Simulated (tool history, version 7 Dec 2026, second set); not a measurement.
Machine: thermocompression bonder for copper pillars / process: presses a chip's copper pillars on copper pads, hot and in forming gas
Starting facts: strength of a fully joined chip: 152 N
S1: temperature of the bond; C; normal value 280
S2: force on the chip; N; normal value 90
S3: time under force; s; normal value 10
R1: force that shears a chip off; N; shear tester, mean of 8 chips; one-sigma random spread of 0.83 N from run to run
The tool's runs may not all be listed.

{"run": 1, "hour": 0.0, "S1": 280, "S2": 90, "S3": 10, "R1": 73.6}
{"run": 2, "hour": 5.6, "S1": 280, "S2": 125, "S3": 10, "R1": 87.6}
{"run": 3, "hour": 16.0, "S1": 276, "S2": 125, "S3": 10, "R1": 84.0}
{"run": 4, "hour": 22.2, "S1": 276, "S2": 125, "S3": 13, "R1": 90.7}
{"run": 5, "hour": 33.8, "S1": 276, "S2": 125, "S3": 13, "R1": 90.1}
{"run": 6, "hour": 41.3, "S1": 276, "S2": 87, "S3": 13, "R1": 73.2}
{"run": 7, "hour": 48.7, "S1": 276, "S2": 87, "S3": 13, "R1": 73.8}
{"run": 8, "hour": 56.9, "S1": 276, "S2": 87, "S3": 13, "R1": 73.7}
{"run": 9, "hour": 62.9, "S1": 280, "S2": 74, "S3": 10, "R1": 64.4}
{"run": 10, "hour": 71.0, "S1": 280, "S2": 74, "S3": 10, "R1": 63.7}
{"run": 11, "hour": 80.1, "S1": 280, "S2": 90, "S3": 10, "R1": 73.2}
{"run": 12, "hour": 88.4, "S1": 280, "S2": 90, "S3": 10, "R1": 73.6}
{"run": 13, "hour": 100.9, "S1": 280, "S2": 88, "S3": 10, "R1": 70.8}
{"run": 14, "hour": 107.3, "S1": 280, "S2": 90, "S3": 10, "R1": 72.7}
{"run": 15, "hour": 113.3, "S1": 280, "S2": 90, "S3": 10, "R1": 71.7}
{"run": 16, "hour": 122.7, "S1": 280, "S2": 134, "S3": 10, "R1": 91.6}
{"run": 17, "hour": 131.7, "S1": 280, "S2": 134, "S3": 10, "R1": 88.5}
{"run": 18, "hour": 140.7, "S1": 280, "S2": 134, "S3": 10, "R1": 90.5}
{"run": 19, "hour": 150.4, "S1": 309, "S2": 134, "S3": 10, "R1": 119.8}
{"run": 20, "hour": 160.8, "S1": 309, "S2": 134, "S3": 10, "R1": 119.2}
{"run": 21, "hour": 169.7, "S1": 273, "S2": 97, "S3": 15, "R1": 79.1}
{"run": 22, "hour": 176.6, "S1": 250, "S2": 81, "S3": 10, "R1": 41.1}
{"run": 23, "hour": 188.0, "S1": 250, "S2": 81, "S3": 10, "R1": 40.2}
{"run": 24, "hour": 199.4, "S1": 250, "S2": 81, "S3": 10, "R1": 39.6}
{"run": 25, "hour": 208.0, "S1": 250, "S2": 81, "S3": 10, "R1": 41.1}
{"run": 26, "hour": 220.1, "S1": 250, "S2": 81, "S3": 10, "R1": 40.0}
{"run": 27, "hour": 230.8, "S1": 250, "S2": 81, "S3": 10, "R1": 41.1}
{"run": 28, "hour": 237.9, "S1": 250, "S2": 81, "S3": 10, "R1": 40.5}
{"run": 29, "hour": 244.2, "S1": 250, "S2": 81, "S3": 10, "R1": 39.2}
{"run": 30, "hour": 256.4, "S1": 250, "S2": 107, "S3": 10, "R1": 48.9}
{"run": 31, "hour": 266.2, "S1": 250, "S2": 107, "S3": 10, "R1": 48.3}
{"run": 32, "hour": 273.8, "S1": 288, "S2": 119, "S3": 9, "R1": 90.8}
{"run": 33, "hour": 280.7, "S1": 280, "S2": 76, "S3": 19, "R1": 79.9}
{"run": 34, "hour": 286.9, "S1": 280, "S2": 76, "S3": 19, "R1": 81.3}
{"run": 35, "hour": 294.4, "S1": 258, "S2": 112, "S3": 10, "R1": 57.8}
{"run": 36, "hour": 305.0, "S1": 258, "S2": 112, "S3": 10, "R1": 58.0}
{"run": 37, "hour": 311.9, "S1": 258, "S2": 112, "S3": 10, "R1": 57.5}
{"run": 38, "hour": 323.4, "S1": 251, "S2": 112, "S3": 10, "R1": 51.3}
{"run": 39, "hour": 335.3, "S1": 306, "S2": 59, "S3": 10, "R1": 80.8}

Results per run with the tool's hidden condition removed, run-to-run variation unchanged:
The tool's hidden condition here consists of: true temperature of the bond over the reading, C; force that reaches the chip, % of what is set; oxide that the forming gas leaves, % of the face; drift of the gauge itself on shear_n, %.
run=1 R1=75.6
run=2 R1=89.8
run=3 R1=86.2
run=4 R1=93.0
run=5 R1=92.4
run=6 R1=75.5
run=7 R1=76.0
run=8 R1=76.1
run=9 R1=66.5
run=10 R1=65.9
run=11 R1=75.6
run=12 R1=76.1
run=13 R1=73.4
run=14 R1=75.3
run=15 R1=74.4
run=16 R1=94.6
run=17 R1=91.5
run=18 R1=93.6
run=19 R1=122.8
run=20 R1=122.3
run=21 R1=82.4
run=22 R1=43.3
run=23 R1=42.4
run=24 R1=41.9
run=25 R1=43.4
run=26 R1=42.3
run=27 R1=43.5
run=28 R1=42.9
run=29 R1=41.6
run=30 R1=51.8
run=31 R1=51.3
run=32 R1=94.8
run=33 R1=83.8
run=34 R1=85.3
run=35 R1=61.2
run=36 R1=61.5
run=37 R1=61.0
run=38 R1=54.7
run=39 R1=84.9

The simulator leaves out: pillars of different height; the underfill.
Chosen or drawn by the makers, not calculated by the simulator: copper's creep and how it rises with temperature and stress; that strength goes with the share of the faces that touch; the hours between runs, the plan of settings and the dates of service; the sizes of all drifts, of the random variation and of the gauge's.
